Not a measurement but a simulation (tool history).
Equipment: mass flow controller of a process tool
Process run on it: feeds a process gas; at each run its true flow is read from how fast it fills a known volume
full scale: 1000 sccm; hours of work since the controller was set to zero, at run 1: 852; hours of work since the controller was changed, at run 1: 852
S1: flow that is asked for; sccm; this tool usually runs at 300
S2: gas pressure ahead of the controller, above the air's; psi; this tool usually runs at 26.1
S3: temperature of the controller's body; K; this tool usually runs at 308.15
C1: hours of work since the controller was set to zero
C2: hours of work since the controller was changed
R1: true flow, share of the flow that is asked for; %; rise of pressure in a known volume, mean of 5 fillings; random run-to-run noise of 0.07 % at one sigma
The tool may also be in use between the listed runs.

run	hour	S1	S2	S3	C1	C2	R1
1	0	300	26.1	308.15	852	852	96.65
2	140.4	300	26.1	308.15	923	923	96.54
3	278.8	300	26.1	308.15	993	993	96.61
4	408.1	300	32.6	308.15	1058	1058	96.8
5	580.8	250	26.1	308.15	1146	1146	96.39
6	700.8	250	26.1	308.15	1207	1207	96.33
7	830.9	250	26.1	308.15	1272	1272	96.41
8	1009	147	26.1	308.15	1362	1362	96.17
9	1111.3	300	26.1	308.15	1414	1414	96.65
10	1236.2	300	26.1	308.15	1477	1477	96.71
11	1338.2	300	26.1	308.15	1529	1529	96.62
12	1474.6	300	26.1	308.15	1598	1598	96.6
13	1559.5	555	24.5	293.15	1641	1641	99.13
14	1659.2	166	24.5	298.15	1691	1691	97.37
15	1743.8	565	26.1	310.15	1734	1734	97.16
16	1861.9	111	26.1	308.15	1794	1794	95.97
17	1979	171	26.1	305.15	1853	1853	96.51
18	2127.8	784	26.1	296.15	1928	1928	99.44
19	2245.6	300	24.4	308.15	1988	1988	96.69
20	2365	234	28.3	312.15	2048	2048	96.08
21	2539.7	581	31.5	304.15	2137	2137	97.99
22	2674.3	108	31.8	308.15	2205	2205	96.05
23	2751.2	108	31.8	308.15	2244	2244	96.23
24	2832.1	128	32.9	298.15	2285	2285	97.41

Forecast each of these 5 alternatives for the next run:
A	2950.4	453	32.9	298.15	2344	2344	?
B	2950.4	164	32.8	302.15	2344	2344	?
C	2950.4	300	29.2	306.15	2344	2344	?
D	2950.4	131	32.9	295.15	2344	2344	?
E	2950.4	591	32.9	305.15	2344	2344	?

run	R1
A	98.39
B	96.91
C	96.92
D	97.59
E	98.1
With the hidden condition removed and each run's random variation left untouched, the same runs would have given:
run	R1
A	98.38
B	96.91
C	96.91
D	97.59
E	98.08

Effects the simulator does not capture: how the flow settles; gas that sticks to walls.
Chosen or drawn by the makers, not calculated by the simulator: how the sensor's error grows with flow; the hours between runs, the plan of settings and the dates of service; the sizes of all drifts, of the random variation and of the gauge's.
